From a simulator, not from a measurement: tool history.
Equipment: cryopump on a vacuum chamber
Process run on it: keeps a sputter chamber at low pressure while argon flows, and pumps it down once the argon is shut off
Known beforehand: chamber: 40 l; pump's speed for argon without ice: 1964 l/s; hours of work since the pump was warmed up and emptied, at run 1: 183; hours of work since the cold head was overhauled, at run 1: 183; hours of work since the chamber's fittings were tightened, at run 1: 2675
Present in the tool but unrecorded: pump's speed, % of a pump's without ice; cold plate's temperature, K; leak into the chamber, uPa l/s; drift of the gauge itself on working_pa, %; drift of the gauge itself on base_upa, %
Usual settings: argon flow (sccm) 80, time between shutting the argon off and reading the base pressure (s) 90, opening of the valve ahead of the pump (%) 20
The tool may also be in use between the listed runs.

| run | day | argon flow (sccm) | time between shutting the argon off and reading the base pressure (s) | opening of the valve ahead of the pump (%) | hours of work since the pump was warmed up and emptied | hours of work since the cold head was overhauled | hours of work since the chamber's fittings were tightened | pressure while argon flows (Pa) | pressure after the wait (uPa) |
|---|---|---|---|---|---|---|---|---|---|
| 1 | 0.000 | 80 | 90 | 20 | 183 | 183 | 2675 | 0.3476 | 1.61 |
| 2 | 0.583 | 80 | 90 | 19 | 189 | 189 | 2681 | 0.3644 | 1.64 |
| 3 | 1.000 | 75 | 90 | 20 | 193 | 193 | 2685 | 0.3277 | 1.64 |
| 4 | 1.850 | 75 | 90 | 20 | 201 | 201 | 2693 | 0.3262 | 1.66 |
| 5 | 2.271 | 75 | 53 | 20 | 205 | 205 | 2697 | 0.3289 | 1.78 |
| 6 | 3.004 | 80 | 231 | 20 | 212 | 212 | 2704 | 0.3491 | 1.53 |
| 7 | 3.812 | 80 | 231 | 20 | 220 | 220 | 2712 | 0.3484 | 1.60 |
| 8 | 4.629 | 80 | 127 | 20 | 228 | 228 | 2720 | 0.3455 | 1.60 |
| 9 | 5.242 | 129 | 90 | 52 | 234 | 234 | 2726 | 0.2199 | 1.69 |
| 10 | 5.871 | 37 | 36 | 16 | 240 | 240 | 2732 | 0.2011 | 1.92 |
| 11 | 6.546 | 37 | 36 | 17 | 247 | 247 | 2739 | 0.1893 | 2.04 |
| 12 | 7.342 | 37 | 36 | 17 | 254 | 254 | 2746 | 0.1889 | 2.00 |
| 13 | 8.238 | 80 | 37 | 17 | 263 | 263 | 2755 | 0.4089 | 1.96 |
| 14 | 8.696 | 66 | 78 | 53 | 268 | 268 | 2759 | 0.1092 | 1.68 |
| 15 | 9.571 | 80 | 53 | 45 | 276 | 276 | 2768 | 0.1566 | 1.88 |
| 16 | 10.304 | 80 | 53 | 45 | 283 | 283 | 2775 | 0.1580 | 1.83 |

Measured less the same run without the tool's hidden state. The same run-to-run variation is in both; the gauge's scatter may not be:
| run | pressure while argon flows (Pa) | pressure after the wait (uPa) |
|---|---|---|
| 1 | +0.0031 | +1.30 |
| 2 | +0.0031 | +1.30 |
| 3 | +0.0030 | +1.31 |
| 4 | +0.0032 | +1.34 |
| 5 | +0.0032 | +1.34 |
| 6 | +0.0035 | +1.34 |
| 7 | +0.0036 | +1.36 |
| 8 | +0.0037 | +1.35 |
| 9 | +0.0062 | +1.37 |
| 10 | +0.0018 | +1.35 |
| 11 | +0.0019 | +1.42 |
| 12 | +0.0019 | +1.39 |
| 13 | +0.0043 | +1.38 |
| 14 | +0.0035 | +1.37 |
| 15 | +0.0044 | +1.41 |
| 16 | +0.0046 | +1.42 |

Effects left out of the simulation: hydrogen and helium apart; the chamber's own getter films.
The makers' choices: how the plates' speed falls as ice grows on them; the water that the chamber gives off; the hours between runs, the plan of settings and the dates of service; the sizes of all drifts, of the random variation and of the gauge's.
